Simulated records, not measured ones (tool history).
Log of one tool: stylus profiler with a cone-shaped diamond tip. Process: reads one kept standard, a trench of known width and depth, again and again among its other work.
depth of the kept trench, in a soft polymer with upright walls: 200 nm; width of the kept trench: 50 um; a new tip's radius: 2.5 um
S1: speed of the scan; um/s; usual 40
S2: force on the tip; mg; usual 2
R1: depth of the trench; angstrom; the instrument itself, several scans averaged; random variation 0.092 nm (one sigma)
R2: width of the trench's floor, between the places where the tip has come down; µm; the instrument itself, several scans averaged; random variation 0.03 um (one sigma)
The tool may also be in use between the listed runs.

Run 1, day 0: usual settings. Result: R1 2028.8 angstrom, R2 47.78 µm.
Run 2, day 2.167: usual settings but S2 5.51 mg. Result: R1 2057 angstrom, R2 47.82 µm.
Run 3, day 4.367: usual settings but S2 5.51 mg. Result: R1 2057.3 angstrom, R2 47.76 µm.
Run 4, day 9.242: usual settings. Result: R1 2030.8 angstrom, R2 47.56 µm.
Run 5, day 13.071: usual settings. Result: R1 2030.4 angstrom, R2 47.54 µm.
Run 6, day 16.808: usual settings. Result: R1 2031.4 angstrom, R2 47.39 µm.
Run 7, day 18.825: usual settings but S1 106 um/s. Result: R1 2032.9 angstrom, R2 47.03 µm.
Run 8, day 22.317: usual settings but S1 106 um/s, S2 0.83 mg. Result: R1 2020.8 angstrom, R2 46.66 µm.
Run 9, day 26.346: usual settings but S1 106 um/s, S2 0.83 mg. Result: R1 2020.6 angstrom, R2 46.62 µm.
Run 10, day 30.917: usual settings but S1 106 um/s, S2 0.83 mg. Result: R1 2020.8 angstrom, R2 46.49 µm.
Run 11, day 33.788: usual settings but S1 75 um/s. Result: R1 2032.9 angstrom, R2 46.94 µm.
Run 12, day 36.954: usual settings. Result: R1 2034.1 angstrom, R2 47.05 µm.
Run 13, day 39.692: usual settings. Result: R1 2033.9 angstrom, R2 47.02 µm.
Run 14, day 41.862: usual settings. Result: R1 2034 angstrom, R2 46.98 µm.
Run 15, day 44.329: usual settings. Result: R1 2034.2 angstrom, R2 46.95 µm.
Run 16, day 48.862: usual settings but S2 4.91 mg. Result: R1 2058.8 angstrom, R2 46.93 µm.
At day 49.238: height scale calibrated on a step standard.
At day 50.029: new tip fitted, height scale calibrated.
Run 17, day 52.779: usual settings but S2 4.91 mg. Result: R1 2051.4 angstrom, R2 47.85 µm.
Run 18, day 54.933: usual settings but S1 38 um/s, S2 4.91 mg. Result: R1 2051.3 angstrom, R2 47.86 µm.
Run 19, day 58.246: usual settings but S2 0.69 mg. Result: R1 2014.3 angstrom, R2 47.54 µm.
Run 20, day 60.9: usual settings but S2 0.69 mg. Result: R1 2014.4 angstrom, R2 47.44 µm.
At day 63.596: height scale calibrated on a step standard, once more.
Run 21, day 64.892: usual settings but S2 2.79 mg. Result: R1 2035.4 angstrom, R2 47.57 µm.
Run 22, day 69.746: usual settings but S2 2.79 mg. Result: R1 2035.4 angstrom, R2 47.42 µm.
Run 23, day 72.883: usual settings. Result: R1 2029.2 angstrom, R2 47.39 µm.
Run 24, day 75.612: usual settings but S1 82 um/s. Result: R1 2027.1 angstrom, R2 47.06 µm.
Run 25, day 78.796: usual settings but S1 82 um/s. Result: R1 2028.1 angstrom, R2 47.03 µm.
Run 26, day 83.667: usual settings but S1 30 um/s, S2 4.56 mg. Result: R1 2051.3 angstrom, R2 47.27 µm.
Run 27, day 87.121: usual settings but S1 15 um/s, S2 4.27 mg. Result: R1 2048.8 angstrom, R2 47.26 µm.
Run 28, day 89.546: usual settings but S1 87 um/s, S2 4.38 mg. Result: R1 2050.6 angstrom, R2 46.91 µm.
Run 29, day 93.129: usual settings but S1 28 um/s, S2 4.38 mg. Result: R1 2050.3 angstrom, R2 47.06 µm.
Run 30, day 96.046: usual settings but S1 68 um/s, S2 2.73 mg. Result: R1 2037.8 angstrom, R2 46.83 µm.
Run 31, day 98.883: usual settings but S1 68 um/s, S2 2.73 mg. Result: R1 2038.2 angstrom, R2 46.79 µm.
At day 100.367: new tip fitted, height scale calibrated.
Run 32, day 102.871: usual settings but S1 68 um/s, S2 2.73 mg. Result: R1 2034.8 angstrom, R2 47.69 µm.
Run 33, day 107.392: usual settings but S1 68 um/s, S2 2.73 mg. Result: R1 2034.4 angstrom, R2 47.56 µm.
Run 34, day 110.946: usual settings but S1 68 um/s, S2 2.73 mg. Result: R1 2036 angstrom, R2 47.46 µm.
Run 35, day 114.633: usual settings but S1 68 um/s, S2 2.73 mg. Result: R1 2037 angstrom, R2 47.44 µm.
Run 36, day 118.738: usual settings but S1 68 um/s, S2 2.73 mg. Result: R1 2036.9 angstrom, R2 47.3 µm.
Run 37, day 122.971: usual settings but S1 68 um/s, S2 2.73 mg. Result: R1 2038.1 angstrom, R2 47.23 µm.
Run 38, day 125.542: usual settings but S1 68 um/s, S2 2.73 mg. Result: R1 2037.9 angstrom, R2 47.21 µm.
Run 39, day 130.379: usual settings but S1 41 um/s, S2 2.41 mg. Result: R1 2035.5 angstrom, R2 47.19 µm.
Run 40, day 135.121: usual settings but S1 130 um/s, S2 1.14 mg. Result: R1 2024.5 angstrom, R2 46.41 µm.
Run 41, day 137.5: usual settings but S1 130 um/s, S2 1.14 mg. Result: R1 2023.7 angstrom, R2 46.39 µm.
Run 42, day 140.438: usual settings but S1 130 um/s, S2 1.14 mg. Result: R1 2024.5 angstrom, R2 46.32 µm.
Run 43, day 144.571: usual settings but S1 130 um/s, S2 1.14 mg. Result: R1 2027.2 angstrom, R2 46.24 µm.
Run 44, day 148.912: usual settings but S1 91 um/s, S2 1.62 mg. Result: R1 2029.8 angstrom, R2 46.64 µm.
At day 150.567: new tip fitted, height scale calibrated.
Run 45, day 152.438: usual settings but S1 23 um/s, S2 3.39 mg. Result: R1 2041.2 angstrom, R2 47.85 µm.
Run 46, day 155.775: usual settings but S1 125 um/s, S2 5.03 mg. Result: R1 2051.2 angstrom, R2 47.56 µm.
Run 47, day 159.221: usual settings but S1 125 um/s, S2 5.03 mg. Result: R1 2053.3 angstrom, R2 47.45 µm.

Some steps in R1 between neighbouring runs. How much of each would the tool show without its hidden state too (settings, what came in, random variation), and how much is left for the hidden state, with any gauge scatter that isn't in both results?
The hidden state here: radius of the tip, um; height scale over the true one, %; drift of the gauge itself on depth_nm, %; drift of the gauge itself on floor_um, %.
Run 1 -> 2: S2 2 -> 5.51. R1 +28.2 angstrom: hidden state +0.3, all else +27.9.
Run 3 -> 4: S2 5.51 -> 2. R1 -26.5 angstrom: hidden state +0.7, all else -27.2.
Run 16 -> 17: height scale calibrated on a step standard, new tip fitted, height scale calibrated. R1 -7.4 angstrom: hidden state -7.9, all else +0.5.
Run 18 -> 19: S1 38 -> 40, S2 4.91 -> 0.69. R1 -37 angstrom: hidden state +0.4, all else -37.4.
Run 31 -> 32: new tip fitted, height scale calibrated. R1 -3.4 angstrom: hidden state -3.8, all else +0.4.
Run 44 -> 45: S1 91 -> 23, S2 1.62 -> 3.39, new tip fitted, height scale calibrated. R1 +11.4 angstrom: hidden state -6.8, all else +18.2.
